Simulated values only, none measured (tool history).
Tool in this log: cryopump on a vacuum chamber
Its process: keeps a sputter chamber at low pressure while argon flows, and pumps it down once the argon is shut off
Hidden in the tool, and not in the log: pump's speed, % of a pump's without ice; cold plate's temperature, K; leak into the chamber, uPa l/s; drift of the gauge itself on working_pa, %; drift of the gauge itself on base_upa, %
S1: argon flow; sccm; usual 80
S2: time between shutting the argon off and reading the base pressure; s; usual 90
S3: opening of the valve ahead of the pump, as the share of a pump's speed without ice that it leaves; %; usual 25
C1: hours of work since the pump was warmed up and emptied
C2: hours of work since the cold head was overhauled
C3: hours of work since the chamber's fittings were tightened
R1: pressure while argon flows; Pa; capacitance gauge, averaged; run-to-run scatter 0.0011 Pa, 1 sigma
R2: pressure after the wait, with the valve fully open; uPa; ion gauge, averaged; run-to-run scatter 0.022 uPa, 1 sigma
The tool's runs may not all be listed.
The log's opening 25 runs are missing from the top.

Run 26, day 70.450: usual settings but S1 98 sccm, S2 31 s, S3 20 %; C1 903; C2 1861; C3 800. Result: R1 0.4006 Pa, R2 2.58 uPa.
Run 27, day 72.300: usual settings but S1 75 sccm, S3 38 %; C1 927; C2 1884; C3 824. Result: R1 0.1718 Pa, R2 1.89 uPa.
At day 73.521: pump warmed up, emptied and cooled again.
Run 28, day 74.238: usual settings but S1 75 sccm, S3 38 %; C1 9; C2 1907; C3 846. Result: R1 0.1496 Pa, R2 1.56 uPa.
Run 29, day 76.883: usual settings but S1 75 sccm, S2 117 s, S3 27 %; C1 43; C2 1941; C3 880. Result: R1 0.2120 Pa, R2 1.49 uPa.
Run 30, day 79.517: usual settings but S1 54 sccm, S2 93 s, S3 45 %; C1 77; C2 1974; C3 914. Result: R1 0.0924 Pa, R2 1.61 uPa.
Run 31, day 81.496: usual settings but S2 48 s, S3 48 %; C1 102; C2 2000; C3 939. Result: R1 0.1268 Pa, R2 2.03 uPa.
Run 32, day 84.400: usual settings but S1 85 sccm, S3 48 %; C1 140; C2 2037; C3 977. Result: R1 0.1364 Pa, R2 1.76 uPa.
Run 33, day 86.829: usual settings but S1 37 sccm, S3 28 %; C1 171; C2 2068; C3 1008. Result: R1 0.1014 Pa, R2 1.80 uPa.

Branching from run 33: 4 alternative next runs. What would each branch give?
Run A, day 88.388: usual settings but S1 68 sccm, S2 32 s, S3 24 %; C1 191; C2 2088; C3 1028. Result: R1 ?, R2 ?.
Run B, day 88.388: usual settings but S1 41 sccm, S2 20 s; C1 191; C2 2088; C3 1028. Result: R1 ?, R2 ?.
Run C, day 88.388: usual settings but S1 153 sccm, S2 87 s, S3 30 %; C1 191; C2 2088; C3 1028. Result: R1 ?, R2 ?.
Run D, day 88.388: usual settings but S3 34 %; C1 191; C2 2088; C3 1028. Result: R1 ?, R2 ?.

run      R1    R2
  A  0.2166  2.58
  B  0.1255  3.18
  C  0.3930  1.86
  D  0.1825  1.86
Without the tool's hidden state the same runs would have given:
run      R1    R2
  A  0.2129  1.27
  B  0.1232  1.88
  C  0.3847  0.54
  D  0.1782  0.55

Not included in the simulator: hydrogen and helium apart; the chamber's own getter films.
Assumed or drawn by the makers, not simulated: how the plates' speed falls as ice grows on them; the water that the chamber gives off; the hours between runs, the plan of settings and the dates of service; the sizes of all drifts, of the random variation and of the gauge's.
